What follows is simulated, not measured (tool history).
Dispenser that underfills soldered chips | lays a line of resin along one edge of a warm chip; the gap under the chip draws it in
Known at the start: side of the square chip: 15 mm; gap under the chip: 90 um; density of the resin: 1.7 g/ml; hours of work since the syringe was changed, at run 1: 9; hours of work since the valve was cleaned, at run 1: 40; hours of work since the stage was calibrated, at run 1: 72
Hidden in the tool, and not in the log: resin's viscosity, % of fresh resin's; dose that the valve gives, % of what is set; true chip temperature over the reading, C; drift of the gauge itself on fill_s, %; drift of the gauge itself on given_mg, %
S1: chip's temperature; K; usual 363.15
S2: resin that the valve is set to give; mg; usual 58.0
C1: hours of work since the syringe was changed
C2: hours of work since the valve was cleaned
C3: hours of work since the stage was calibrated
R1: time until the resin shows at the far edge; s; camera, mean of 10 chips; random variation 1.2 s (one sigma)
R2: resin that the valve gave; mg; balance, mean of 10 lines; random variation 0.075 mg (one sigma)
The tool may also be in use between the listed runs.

{"run": 1, "hour": 0.0, "S1": 363.15, "S2": 58.0, "C1": 9, "C2": 40, "C3": 72, "R1": 248.9, "R2": 56.94}
{"hour": 2.6, "done": "new syringe of resin"}
{"run": 2, "hour": 6.3, "S1": 363.15, "S2": 58.0, "C1": 2, "C2": 44, "C3": 75, "R1": 136.0, "R2": 56.71}
{"hour": 10.4, "done": "dispensing valve cleaned and set on the balance"}
{"run": 3, "hour": 12.8, "S1": 363.15, "S2": 52.2, "C1": 6, "C2": 1, "C3": 79, "R1": 186.1, "R2": 52.22}
{"run": 4, "hour": 15.4, "S1": 363.15, "S2": 52.2, "C1": 7, "C2": 3, "C3": 80, "R1": 214.4, "R2": 52.11}
{"hour": 20.9, "done": "new syringe of resin"}
{"run": 5, "hour": 21.8, "S1": 363.15, "S2": 58.0, "C1": 1, "C2": 7, "C3": 84, "R1": 118.4, "R2": 57.83}
{"run": 6, "hour": 25.0, "S1": 363.15, "S2": 58.0, "C1": 3, "C2": 9, "C3": 86, "R1": 140.8, "R2": 57.71}
{"run": 7, "hour": 27.7, "S1": 363.15, "S2": 58.0, "C1": 4, "C2": 11, "C3": 88, "R1": 163.8, "R2": 57.65}
{"run": 8, "hour": 30.8, "S1": 363.15, "S2": 58.0, "C1": 6, "C2": 12, "C3": 90, "R1": 192.1, "R2": 57.6}
{"run": 9, "hour": 34.6, "S1": 363.15, "S2": 58.0, "C1": 9, "C2": 15, "C3": 92, "R1": 235.2, "R2": 57.69}
{"hour": 38.1, "done": "new syringe of resin"}
{"run": 10, "hour": 39.2, "S1": 363.15, "S2": 70.7, "C1": 1, "C2": 17, "C3": 95, "R1": 115.4, "R2": 70.11}
{"run": 11, "hour": 44.8, "S1": 363.15, "S2": 58.0, "C1": 4, "C2": 21, "C3": 98, "R1": 159.0, "R2": 57.38}
{"run": 12, "hour": 47.5, "S1": 363.15, "S2": 58.0, "C1": 6, "C2": 23, "C3": 100, "R1": 186.4, "R2": 57.35}
{"run": 13, "hour": 51.7, "S1": 363.15, "S2": 58.0, "C1": 8, "C2": 25, "C3": 102, "R1": 230.6, "R2": 57.29}
{"hour": 55.5, "done": "new syringe of resin"}
{"run": 14, "hour": 56.5, "S1": 363.15, "S2": 58.0, "C1": 1, "C2": 28, "C3": 105, "R1": 114.2, "R2": 57.13}
{"run": 15, "hour": 59.2, "S1": 363.15, "S2": 56.2, "C1": 2, "C2": 30, "C3": 107, "R1": 136.0, "R2": 55.44}
{"run": 16, "hour": 65.6, "S1": 363.15, "S2": 56.2, "C1": 6, "C2": 34, "C3": 111, "R1": 190.4, "R2": 55.33}
{"run": 17, "hour": 69.3, "S1": 363.15, "S2": 56.2, "C1": 9, "C2": 36, "C3": 113, "R1": 230.9, "R2": 55.11}
{"hour": 73.0, "done": "new syringe of resin"}
{"run": 18, "hour": 75.3, "S1": 376.15, "S2": 58.0, "C1": 1, "C2": 39, "C3": 117, "R1": 69.9, "R2": 56.92}
{"run": 19, "hour": 78.1, "S1": 376.15, "S2": 58.0, "C1": 3, "C2": 41, "C3": 118, "R1": 81.9, "R2": 56.75}
{"run": 20, "hour": 83.2, "S1": 376.15, "S2": 58.0, "C1": 6, "C2": 44, "C3": 122, "R1": 106.8, "R2": 56.68}
{"hour": 86.9, "done": "dispensing valve cleaned and set on the balance"}
{"run": 21, "hour": 89.9, "S1": 376.15, "S2": 67.8, "C1": 10, "C2": 2, "C3": 125, "R1": 148.4, "R2": 67.57}
{"hour": 91.3, "done": "new syringe of resin"}
{"run": 22, "hour": 94.9, "S1": 377.15, "S2": 61.4, "C1": 2, "C2": 5, "C3": 128, "R1": 71.3, "R2": 61.21}
{"run": 23, "hour": 98.4, "S1": 377.15, "S2": 61.4, "C1": 4, "C2": 7, "C3": 130, "R1": 86.8, "R2": 61.21}
{"run": 24, "hour": 104.7, "S1": 371.15, "S2": 59.3, "C1": 8, "C2": 11, "C3": 134, "R1": 157.8, "R2": 58.77}
{"run": 25, "hour": 108.1, "S1": 360.15, "S2": 57.7, "C1": 10, "C2": 13, "C3": 136, "R1": 313.9, "R2": 57.39}
{"hour": 109.0, "done": "new syringe of resin"}
{"run": 26, "hour": 112.0, "S1": 360.15, "S2": 57.7, "C1": 2, "C2": 15, "C3": 138, "R1": 147.0, "R2": 57.12}
{"run": 27, "hour": 116.5, "S1": 360.15, "S2": 54.4, "C1": 5, "C2": 18, "C3": 141, "R1": 187.6, "R2": 53.82}
{"run": 28, "hour": 122.1, "S1": 371.15, "S2": 64.7, "C1": 8, "C2": 21, "C3": 144, "R1": 153.9, "R2": 63.96}
{"hour": 126.6, "done": "new syringe of resin"}
{"run": 29, "hour": 126.6, "S1": 371.15, "S2": 64.7, "C1": 0, "C2": 24, "C3": 147, "R1": 74.5, "R2": 63.99}
{"run": 30, "hour": 132.7, "S1": 350.15, "S2": 73.9, "C1": 4, "C2": 28, "C3": 151, "R1": 278.3, "R2": 72.81}
{"run": 31, "hour": 136.6, "S1": 365.15, "S2": 73.9, "C1": 6, "C2": 30, "C3": 153, "R1": 167.3, "R2": 72.7}
{"run": 32, "hour": 140.3, "S1": 355.15, "S2": 55.3, "C1": 8, "C2": 32, "C3": 156, "R1": 334.1, "R2": 54.26}
{"hour": 144.1, "done": "new syringe of resin"}
{"run": 33, "hour": 144.2, "S1": 355.15, "S2": 55.3, "C1": 0, "C2": 35, "C3": 158, "R1": 159.0, "R2": 54.3}
{"run": 34, "hour": 150.7, "S1": 355.15, "S2": 55.3, "C1": 4, "C2": 39, "C3": 162, "R1": 223.5, "R2": 54.22}
{"run": 35, "hour": 156.0, "S1": 363.15, "S2": 68.8, "C1": 7, "C2": 42, "C3": 165, "R1": 204.2, "R2": 67.3}
{"run": 36, "hour": 159.4, "S1": 353.15, "S2": 50.7, "C1": 9, "C2": 44, "C3": 167, "R1": 402.4, "R2": 49.65}

Some steps in R1 between neighbouring runs. How much of each would the tool show without its hidden state too (settings, what came in, random variation), and how much is left for the hidden state, with any gauge scatter that isn't in both results?
Run 25 -> 26: new syringe of resin. R1 -166.9 s: hidden state -166.7, all else -0.2.
Run 29 -> 30: S1 371.15 -> 350.15, S2 64.7 -> 73.9. R1 +203.8 s: hidden state +73.8, all else +130.0.
Run 32 -> 33: new syringe of resin. R1 -175.1 s: hidden state -173.9, all else -1.2.
Run 35 -> 36: S1 363.15 -> 353.15, S2 68.8 -> 50.7. R1 +198.2 s: hidden state +127.9, all else +70.3.

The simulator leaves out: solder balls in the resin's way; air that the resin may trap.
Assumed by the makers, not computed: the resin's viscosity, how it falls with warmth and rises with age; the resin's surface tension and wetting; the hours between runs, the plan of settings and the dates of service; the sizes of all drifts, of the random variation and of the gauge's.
